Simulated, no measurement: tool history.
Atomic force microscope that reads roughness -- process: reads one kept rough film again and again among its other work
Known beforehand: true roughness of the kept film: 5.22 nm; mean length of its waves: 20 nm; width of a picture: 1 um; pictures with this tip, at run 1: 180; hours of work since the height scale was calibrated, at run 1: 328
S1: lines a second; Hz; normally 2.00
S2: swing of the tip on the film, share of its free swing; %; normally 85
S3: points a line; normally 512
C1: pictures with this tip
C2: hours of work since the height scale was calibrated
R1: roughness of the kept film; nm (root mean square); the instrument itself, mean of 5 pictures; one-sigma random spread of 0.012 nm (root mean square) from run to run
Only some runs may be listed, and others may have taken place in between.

{"run": 1, "day": 0.0, "S1": 2.0, "S2": 85, "S3": 512, "C1": 180, "C2": 328, "R1": 1.695}
{"run": 2, "day": 0.488, "S1": 2.0, "S2": 85, "S3": 512, "C1": 193, "C2": 335, "R1": 1.635}
{"run": 3, "day": 0.95, "S1": 2.0, "S2": 85, "S3": 512, "C1": 205, "C2": 341, "R1": 1.619}
{"run": 4, "day": 1.429, "S1": 2.0, "S2": 85, "S3": 512, "C1": 217, "C2": 348, "R1": 1.565}
{"run": 5, "day": 1.796, "S1": 2.0, "S2": 85, "S3": 512, "C1": 227, "C2": 353, "R1": 1.528}
{"run": 6, "day": 2.221, "S1": 2.0, "S2": 85, "S3": 512, "C1": 238, "C2": 359, "R1": 1.502}
{"run": 7, "day": 2.508, "S1": 2.0, "S2": 85, "S3": 512, "C1": 245, "C2": 363, "R1": 1.492}
{"run": 8, "day": 2.817, "S1": 2.0, "S2": 85, "S3": 512, "C1": 253, "C2": 368, "R1": 1.472}
{"run": 9, "day": 3.162, "S1": 2.0, "S2": 85, "S3": 512, "C1": 262, "C2": 373, "R1": 1.443}
{"run": 10, "day": 3.654, "S1": 2.0, "S2": 85, "S3": 512, "C1": 275, "C2": 379, "R1": 1.419}
{"run": 11, "day": 4.012, "S1": 2.0, "S2": 58, "S3": 512, "C1": 284, "C2": 384, "R1": 1.612}
{"run": 12, "day": 4.429, "S1": 2.0, "S2": 58, "S3": 512, "C1": 295, "C2": 390, "R1": 1.575}
{"run": 13, "day": 4.871, "S1": 2.0, "S2": 58, "S3": 512, "C1": 306, "C2": 397, "R1": 1.56}
{"run": 14, "day": 5.2, "S1": 1.06, "S2": 85, "S3": 512, "C1": 315, "C2": 401, "R1": 1.433}
{"run": 15, "day": 5.779, "S1": 1.06, "S2": 85, "S3": 512, "C1": 330, "C2": 409, "R1": 1.398}
{"run": 16, "day": 6.179, "S1": 1.06, "S2": 85, "S3": 512, "C1": 340, "C2": 415, "R1": 1.377}
{"day": 6.358, "done": "new tip fitted"}
{"run": 17, "day": 6.512, "S1": 1.06, "S2": 85, "S3": 512, "C1": 4, "C2": 419, "R1": 2.964}
{"run": 18, "day": 6.983, "S1": 2.0, "S2": 85, "S3": 723, "C1": 16, "C2": 426, "R1": 2.612}
{"run": 19, "day": 7.454, "S1": 2.0, "S2": 55, "S3": 512, "C1": 28, "C2": 433, "R1": 2.925}
{"run": 20, "day": 7.879, "S1": 0.84, "S2": 85, "S3": 392, "C1": 39, "C2": 439, "R1": 2.676}
{"run": 21, "day": 8.179, "S1": 0.91, "S2": 69, "S3": 512, "C1": 47, "C2": 443, "R1": 2.763}
{"run": 22, "day": 8.425, "S1": 1.85, "S2": 89, "S3": 501, "C1": 53, "C2": 446, "R1": 2.268}
{"run": 23, "day": 8.738, "S1": 1.85, "S2": 89, "S3": 501, "C1": 62, "C2": 451, "R1": 2.224}
{"run": 24, "day": 9.262, "S1": 2.0, "S2": 57, "S3": 512, "C1": 75, "C2": 458, "R1": 2.543}
{"run": 25, "day": 9.85, "S1": 2.7, "S2": 66, "S3": 424, "C1": 90, "C2": 466, "R1": 2.283}
{"run": 26, "day": 10.279, "S1": 2.7, "S2": 66, "S3": 424, "C1": 101, "C2": 472, "R1": 2.233}
{"run": 27, "day": 10.546, "S1": 2.0, "S2": 82, "S3": 930, "C1": 108, "C2": 476, "R1": 2.052}
{"run": 28, "day": 10.85, "S1": 2.75, "S2": 68, "S3": 297, "C1": 116, "C2": 480, "R1": 2.089}
{"run": 29, "day": 11.238, "S1": 1.97, "S2": 89, "S3": 266, "C1": 126, "C2": 486, "R1": 1.818}
{"run": 30, "day": 11.512, "S1": 0.51, "S2": 89, "S3": 512, "C1": 133, "C2": 490, "R1": 2.151}
{"run": 31, "day": 12.079, "S1": 0.51, "S2": 89, "S3": 512, "C1": 148, "C2": 498, "R1": 2.067}
{"run": 32, "day": 12.575, "S1": 0.51, "S2": 89, "S3": 512, "C1": 161, "C2": 505, "R1": 2.029}
{"run": 33, "day": 13.062, "S1": 2.61, "S2": 89, "S3": 624, "C1": 173, "C2": 511, "R1": 1.572}
{"run": 34, "day": 13.504, "S1": 2.61, "S2": 89, "S3": 624, "C1": 185, "C2": 518, "R1": 1.524}
{"run": 35, "day": 13.983, "S1": 2.0, "S2": 85, "S3": 549, "C1": 197, "C2": 524, "R1": 1.648}
{"run": 36, "day": 14.579, "S1": 2.0, "S2": 74, "S3": 512, "C1": 213, "C2": 533, "R1": 1.715}

Here are 3 independent what-if runs from the current tool condition. What would each one return?
{"run": "A", "day": 15.146, "S1": 0.78, "S2": 85, "S3": 512, "C1": 227, "C2": 541, "R1": "?"}
{"run": "B", "day": 15.146, "S1": 0.9, "S2": 81, "S3": 696, "C1": 227, "C2": 541, "R1": "?"}
{"run": "C", "day": 15.146, "S1": 0.75, "S2": 63, "S3": 512, "C1": 227, "C2": 541, "R1": "?"}

run=A R1=1.729
run=B R1=1.741
run=C R1=1.832
Without the tool's hidden state the same runs would have given:
run=A R1=3.145
run=B R1=3.166
run=C R1=3.333
